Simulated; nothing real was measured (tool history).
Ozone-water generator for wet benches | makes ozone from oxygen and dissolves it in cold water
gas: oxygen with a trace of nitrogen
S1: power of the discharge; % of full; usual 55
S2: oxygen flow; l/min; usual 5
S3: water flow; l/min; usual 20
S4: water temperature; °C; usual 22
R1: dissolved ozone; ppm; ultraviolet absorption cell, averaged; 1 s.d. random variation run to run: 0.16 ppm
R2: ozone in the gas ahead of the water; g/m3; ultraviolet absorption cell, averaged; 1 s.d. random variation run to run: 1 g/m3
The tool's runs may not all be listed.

run,hour,S1,S2,S3,S4,R1,R2
1,0,55,5,20,22,19.9,178.9
2,50.5,55,5,20,21,20.3,178.1
3,90.4,55,5,20,22,20.1,179.5
4,149.8,55,5,20,22,20,179.5
5,220.2,55,5,20,18,21.3,176.2
6,264,55,5,20,18,21.6,175.8
7,322.5,69,5,20,22,25.3,219.6
8,372.7,69,5,20,22,24.9,217.8
9,418.1,55,5,20,22,20.2,175.6
10,452.9,55,5,20,22,20.3,175.7
11,502.2,55,5,20,22,20.4,176.9
12,535.6,55,5,20,22,20.3,176.1
13,586.6,55,5,20,22,20.1,175.4
14,626.5,63,4.07,23,25,19.4,220.5
15,677.9,92,4.04,32,20,21.5,314.6
16,720.9,94,4.04,32,19,22.4,319.5
17,797.3,99,7.33,26,14,32.5,250.6
18,863.2,99,7.33,26,14,32.4,248.3
19,920.4,99,7.33,26,14,32.5,248.3
20,992.2,99,7.33,26,20,29.8,249.8
21,1023.7,99,7.33,26,20,29.4,248
22,1066.8,99,7.33,31,20,25.7,245.3
23,1130.9,99,7.33,31,20,25.6,246.9
# hour 1149.5: gauge calibrated
24,1165.3,99,7.33,31,20,25.9,255.2
25,1241.5,55,5,14,29,22.4,178.5

Per-run results on a tool with no hidden state, each run keeping its own random variation:
The hidden state here: yield of the discharge, % of new electrodes'; contactor's efficiency, % of a clean one's; true water temperature over the reading, C; drift of the gauge itself on ozone_ppm, %; drift of the gauge itself on gas_g_m3, %.
run,R2
1,179
2,178.4
3,179.9
4,180.3
5,177.2
6,177.1
7,221.5
8,219.9
9,177.6
10,177.8
11,179.2
12,178.5
13,178.1
14,224.1
15,320.2
16,325.6
17,255.9
18,254
19,254.4
20,256.5
21,254.8
22,252.3
23,254.3
24,255.5
25,179
R1 without the hidden state stays within 0.1 ppm of what was measured, in all runs.

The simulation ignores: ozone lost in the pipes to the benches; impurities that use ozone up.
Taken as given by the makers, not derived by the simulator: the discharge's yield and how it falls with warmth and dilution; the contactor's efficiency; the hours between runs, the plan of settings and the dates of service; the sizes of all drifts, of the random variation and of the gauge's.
